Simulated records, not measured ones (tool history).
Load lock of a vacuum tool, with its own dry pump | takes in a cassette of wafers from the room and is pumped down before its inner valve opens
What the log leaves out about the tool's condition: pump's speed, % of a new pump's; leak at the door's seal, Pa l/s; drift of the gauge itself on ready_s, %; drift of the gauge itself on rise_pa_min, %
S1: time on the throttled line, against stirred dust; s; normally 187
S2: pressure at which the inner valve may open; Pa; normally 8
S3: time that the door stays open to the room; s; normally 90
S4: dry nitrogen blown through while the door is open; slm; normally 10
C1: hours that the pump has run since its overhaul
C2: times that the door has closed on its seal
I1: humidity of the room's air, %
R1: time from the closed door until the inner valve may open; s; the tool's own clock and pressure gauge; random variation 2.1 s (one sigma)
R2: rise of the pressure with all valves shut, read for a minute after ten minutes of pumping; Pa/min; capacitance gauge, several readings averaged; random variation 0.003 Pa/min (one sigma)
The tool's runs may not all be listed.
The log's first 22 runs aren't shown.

run 23 hour=5125.1 | S1=205 S2=8 S3=90 S4=41 | C1=20780 C2=18641 | I1=48.5 | R1=407 R2=0.069
run 24 hour=5360 | S1=205 S2=8 S3=90 S4=41 | C1=21015 C2=18916 | I1=47 | R1=408.6 R2=0.076
run 25 hour=5717.6 | S1=205 S2=12 S3=43 S4=6 | C1=21373 C2=19335 | I1=44.1 | R1=396.8 R2=0.083
run 26 hour=6066.3 | S1=120 S2=15 S3=25 S4=7 | C1=21722 C2=19743 | I1=46.7 | R1=327.3 R2=0.08
-- hour=6105.1 dry pump taken out, an overhauled one fitted
run 27 hour=6376.7 | S1=111 S2=16 S3=71 S4=39 | C1=272 C2=20100 | I1=41.6 | R1=272.1 R2=0.076
run 28 hour=6602.8 | S1=117 S2=16 S3=71 S4=22 | C1=498 C2=20365 | I1=46.4 | R1=278.3 R2=0.084
run 29 hour=6812 | S1=117 S2=16 S3=71 S4=22 | C1=707 C2=20610 | I1=45.3 | R1=280.5 R2=0.083
run 30 hour=6993.3 | S1=117 S2=16 S3=71 S4=22 | C1=888 C2=20822 | I1=46 | R1=279.6 R2=0.084
run 31 hour=7209.6 | S1=235 S2=9 S3=52 S4=6 | C1=1104 C2=21075 | I1=44.8 | R1=387.6 R2=0.099
run 32 hour=7380.4 | S1=235 S2=9 S3=52 S4=6 | C1=1275 C2=21276 | I1=43.3 | R1=392.7 R2=0.099
run 33 hour=7722.2 | S1=164 S2=7 S3=140 S4=9 | C1=1617 C2=21676 | I1=43.4 | R1=334.5 R2=0.104
run 34 hour=8032 | S1=164 S2=7 S3=140 S4=9 | C1=1927 C2=22039 | I1=46.2 | R1=339.4 R2=0.109
run 35 hour=8198.5 | S1=164 S2=7 S3=140 S4=9 | C1=2093 C2=22234 | I1=46.7 | R1=338.7 R2=0.112
run 36 hour=8358.1 | S1=195 S2=14 S3=90 S4=24 | C1=2253 C2=22421 | I1=43.4 | R1=349.7 R2=0.098

5 ways to go on from here, each from the tool as it stands after run 36. What would each give?
run A hour=8702.9 | S1=290 S2=9 S3=90 S4=12 | C1=2598 C2=22825 | I1=40.3 | R1=? R2=?
run B hour=8702.9 | S1=211 S2=8 S3=90 S4=8 | C1=2598 C2=22825 | I1=44 | R1=? R2=?
run C hour=8702.9 | S1=350 S2=8 S3=90 S4=40 | C1=2598 C2=22825 | I1=45 | R1=? R2=?
run D hour=8702.9 | S1=195 S2=14 S3=90 S4=4 | C1=2598 C2=22825 | I1=40 | R1=? R2=?
run E hour=8702.9 | S1=195 S2=14 S3=90 S4=24 | C1=2598 C2=22825 | I1=45.4 | R1=? R2=?

run=A R1=438.2 R2=0.102
run=B R1=371.5 R2=0.105
run=C R1=482.7 R2=0.091
run=D R1=350.2 R2=0.109
run=E R1=345.4 R2=0.095
With no hidden state in the tool, these same runs would have given:
run=A R1=435 R2=0.022
run=B R1=367.9 R2=0.023
run=C R1=480.1 R2=0.009
run=D R1=347.3 R2=0.028
run=E R1=342.5 R2=0.014
